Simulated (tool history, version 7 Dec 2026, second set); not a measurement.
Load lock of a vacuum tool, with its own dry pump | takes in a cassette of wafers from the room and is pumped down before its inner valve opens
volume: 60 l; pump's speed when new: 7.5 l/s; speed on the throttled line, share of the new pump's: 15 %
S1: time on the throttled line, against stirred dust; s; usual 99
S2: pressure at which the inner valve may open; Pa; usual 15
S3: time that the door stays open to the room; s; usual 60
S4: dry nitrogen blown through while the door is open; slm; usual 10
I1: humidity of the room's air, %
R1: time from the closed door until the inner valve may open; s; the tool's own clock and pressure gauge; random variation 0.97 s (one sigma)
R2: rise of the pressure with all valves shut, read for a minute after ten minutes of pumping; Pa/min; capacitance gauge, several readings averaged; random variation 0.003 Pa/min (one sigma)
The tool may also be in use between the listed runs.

run    hour   S1  S2   S3  S4    I1     R1     R2
  1     0.0   99  15   60  10  43.9  156.1  0.049
  2   168.0   99  15  119  10  44.5  157.4  0.068
  3   298.1   99  15   60  10  43.7  156.5  0.068
  4   499.6   99  15   60  17  46.7  155.1  0.078
  5   648.2   99  15   60  17  43.5  157.8  0.086
  6   752.3   94  15   60  10  45.2  152.4  0.110
  7   877.7   99  15   60  10  44.9  155.4  0.123
  8  1072.1   99  15   60  10  42.2  155.9  0.139
  9  1277.8   99  15   60  10  43.9  158.4  0.158
 10  1376.9   99  15   60  29  48.1  157.6  0.163
 11  1577.2   99  15  163  10  45.6  157.2  0.211
 12  1682.3   99  15   60  10  43.7  157.7  0.211
 13  1905.2   99  15   60  10  45.1  157.7  0.250
 14  2124.3   99  15   60  10  46.0  156.9  0.277
 15  2248.2   99  15   60  10  45.6  157.3  0.301
 16  2381.1   99  15   60  10  46.3  158.2  0.321
 17  2563.9   99  15   52  10  43.1  159.0  0.357
 18  2723.4   71  17   60  10  47.1  133.8  0.378
 19  2867.3  116  17   30  14  42.0  171.4  0.387
 20  2965.2  116  17   30  14  45.1  171.8  0.419
 21  3167.7  116  17   30  14  45.4  172.6  0.466
 22  3396.5  116  17   30  20  45.6  171.2  0.510
 23  3496.3   63  15   60  25  43.3  127.8  0.536
 24  3730.5   89  15   60   5  47.1  150.0  0.596
 25  3908.3   89  15   60   5  42.9  151.7  0.636
 26  4116.3   89  12   60  23  44.0  153.1  0.670
 27  4214.5   89  12   60  23  44.4  152.5  0.028
 28  4377.2   99  24  127  10  44.1  153.5  0.057
 29  4538.3   99  24  127  10  46.4  154.4  0.072
 30  4731.2   99  24  127  10  45.2  153.8  0.069

Taken out of this log: 1 entry between the listed runs. Where each belongs, and how the hidden state differs across it:
Between runs 26 and 27: door's seal changed, seat wiped (hour 4135.8)
  pump's speed, % of a new pump's: 93.1 -> 93; leak at the door's seal, Pa l/s: 0.6487 -> 0.0066
  measured less the result without the state, R1: +4.6 -> +4.5 s; R2: +0.648 -> +0.005 Pa/min
